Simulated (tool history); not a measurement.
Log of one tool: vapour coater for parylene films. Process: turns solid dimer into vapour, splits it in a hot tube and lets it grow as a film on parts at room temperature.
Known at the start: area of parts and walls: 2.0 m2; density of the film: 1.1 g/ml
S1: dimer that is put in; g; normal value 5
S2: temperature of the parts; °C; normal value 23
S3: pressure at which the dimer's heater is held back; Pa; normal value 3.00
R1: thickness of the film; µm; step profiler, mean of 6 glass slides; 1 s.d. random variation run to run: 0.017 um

run 1 hour=0.0 | S1=5 S2=23 S3=3.00 | R1=1.77
run 2 hour=23.3 | S1=5 S2=23 S3=3.00 | R1=1.77
run 3 hour=41.5 | S1=5 S2=23 S3=3.00 | R1=1.77
run 4 hour=61.1 | S1=5 S2=23 S3=3.00 | R1=1.80
run 5 hour=78.1 | S1=5 S2=23 S3=3.00 | R1=1.79
run 6 hour=100.1 | S1=4 S2=23 S3=3.00 | R1=1.44
run 7 hour=114.1 | S1=3 S2=23 S3=3.00 | R1=1.08
-- hour=136.4 trap's valve overhauled
run 8 hour=136.4 | S1=5 S2=23 S3=4.48 | R1=1.64
run 9 hour=161.0 | S1=5 S2=23 S3=4.48 | R1=1.65
run 10 hour=180.5 | S1=5 S2=25 S3=5.84 | R1=1.51
run 11 hour=209.1 | S1=3 S2=16 S3=4.83 | R1=1.26
run 12 hour=237.0 | S1=3 S2=16 S3=4.83 | R1=1.25

Consider 5 possible next runs. They are alternatives, not a sequence: every one starts from the tool as it was left by run 12. What does each give?
run A hour=249.8 | S1=3 S2=31 S3=4.83 | R1=?
run B hour=249.8 | S1=3 S2=28 S3=2.61 | R1=?
run C hour=249.8 | S1=3 S2=26 S3=4.83 | R1=?
run D hour=249.8 | S1=9 S2=20 S3=4.83 | R1=?
run E hour=249.8 | S1=5 S2=23 S3=3.00 | R1=?

run=A R1=0.75
run=B R1=0.92
run=C R1=0.89
run=D R1=3.29
run=E R1=1.78
Without the tool's hidden state the same runs would have given:
run=A R1=0.75
run=B R1=0.92
run=C R1=0.89
run=D R1=3.29
run=E R1=1.79

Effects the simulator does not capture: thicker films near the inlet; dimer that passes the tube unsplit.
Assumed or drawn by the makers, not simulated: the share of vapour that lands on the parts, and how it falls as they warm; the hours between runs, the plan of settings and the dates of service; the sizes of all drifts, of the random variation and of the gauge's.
